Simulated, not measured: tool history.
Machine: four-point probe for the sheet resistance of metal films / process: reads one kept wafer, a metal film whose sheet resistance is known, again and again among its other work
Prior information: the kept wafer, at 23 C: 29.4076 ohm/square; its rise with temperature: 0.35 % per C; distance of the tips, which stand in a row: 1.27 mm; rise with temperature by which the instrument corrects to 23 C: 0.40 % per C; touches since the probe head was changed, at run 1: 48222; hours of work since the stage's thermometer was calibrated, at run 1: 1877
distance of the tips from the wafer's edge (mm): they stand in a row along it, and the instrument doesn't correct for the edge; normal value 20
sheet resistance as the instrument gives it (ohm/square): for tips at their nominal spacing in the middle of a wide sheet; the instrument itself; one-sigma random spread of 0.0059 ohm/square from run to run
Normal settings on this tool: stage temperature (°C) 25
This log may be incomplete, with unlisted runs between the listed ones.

| run | hour | stage temperature (°C) | distance of the tips from the wafer's edge (mm) | touches since the probe head was changed | hours of work since the stage's thermometer was calibrated | sheet resistance as the instrument gives it (ohm/square) |
|---|---|---|---|---|---|---|
| 1 | 0 | 25 | 20 | 48222 | 1877 | 29.370295 |
| 2 | 67.6 | 25 | 4 | 50375 | 1911 | 30.813143 |
| 3 | 161 | 25 | 10 | 53349 | 1958 | 29.547774 |
| 4 | 232.1 | 20 | 20 | 55614 | 1994 | 29.425118 |
| 5 | 329.2 | 20 | 20 | 58705 | 2043 | 29.420926 |
| 6 | 419.8 | 20 | 20 | 61591 | 2088 | 29.42686 |
| 7 | 492.6 | 20 | 20 | 63908 | 2125 | 29.417678 |
| 8 | 593.1 | 20 | 71 | 67108 | 2176 | 29.365199 |
| 9 | 681.4 | 20 | 71 | 69921 | 2220 | 29.352961 |
| 10 | 755.6 | 33 | 20 | 72283 | 2257 | 29.234235 |
| 11 | 838.1 | 33 | 20 | 74910 | 2299 | 29.227952 |
| 12 | 885 | 33 | 20 | 76402 | 2322 | 29.228916 |
| 13 | 981.1 | 22 | 20 | 79462 | 2371 | 29.375708 |
| 14 | 1050.7 | 22 | 20 | 81678 | 2406 | 29.370724 |
| 15 | 1120.8 | 25 | 52 | 83910 | 2441 | 29.263364 |
| 16 | 1201.6 | 25 | 52 | 86484 | 2482 | 29.275168 |
| 17 | 1296.3 | 25 | 52 | 89500 | 2529 | 29.262914 |
| 18 | 1352.5 | 25 | 10 | 91291 | 2557 | 29.51492 |
| 19 | 1399.6 | 25 | 20 | 92788 | 2581 | 29.31996 |
|  | 1458.2 | stage's thermometer calibrated |
| 20 | 1458.2 | 25 | 20 | 94638 | 0 | 29.337837 |
| 21 | 1557.3 | 21 | 29 | 97794 | 50 | 29.360224 |
| 22 | 1626.2 | 21 | 29 | 99988 | 84 | 29.344175 |
| 23 | 1670.6 | 21 | 29 | 101403 | 107 | 29.341682 |
| 24 | 1743.4 | 21 | 29 | 103721 | 143 | 29.338454 |
| 25 | 1818.5 | 21 | 29 | 106111 | 181 | 29.346483 |
| 26 | 1918.9 | 21 | 24 | 109310 | 232 | 29.347335 |
| 27 | 2008.6 | 25 | 43 | 112166 | 277 | 29.264678 |
| 28 | 2054.2 | 24 | 7 | 113617 | 300 | 29.77979 |
| 29 | 2136.9 | 23 | 9 | 116251 | 341 | 29.591567 |
| 30 | 2201.9 | 21 | 71 | 118319 | 374 | 29.302225 |
| 31 | 2258.7 | 22 | 56 | 120128 | 403 | 29.294828 |
| 32 | 2326.2 | 18 | 20 | 122278 | 437 | 29.401157 |
| 33 | 2408.5 | 18 | 20 | 124898 | 478 | 29.403886 |
| 34 | 2452.9 | 18 | 20 | 126313 | 500 | 29.399872 |
| 35 | 2506 | 18 | 20 | 128004 | 527 | 29.400933 |
| 36 | 2556.4 | 31 | 14 | 129610 | 552 | 29.279186 |
| 37 | 2601.2 | 22 | 20 | 131035 | 575 | 29.341808 |
| 38 | 2658.3 | 26 | 33 | 132853 | 604 | 29.238907 |
| 39 | 2700.1 | 31 | 14 | 134186 | 625 | 29.271962 |
| 40 | 2759.3 | 35 | 8 | 136071 | 654 | 29.482577 |

4 options for the next run, each taken on its own from the tool as it stands now. Forecast them:
| A | 2853.8 | 23 | 31 | 139080 | 702 | ? |
| B | 2853.8 | 27 | 22 | 139080 | 702 | ? |
| C | 2853.8 | 35 | 5 | 139080 | 702 | ? |
| D | 2853.8 | 25 | 12 | 139080 | 702 | ? |

| run | sheet resistance as the instrument gives it (ohm/square) |
|---|---|
| A | 29.269273 |
| B | 29.248404 |
| C | 30.062876 |
| D | 29.397227 |
Had the tool no hidden state, the same runs would have come out as:
| run | sheet resistance as the instrument gives it (ohm/square) |
|---|---|
| A | 29.428935 |
| B | 29.407747 |
| C | 30.225892 |
| D | 29.557431 |
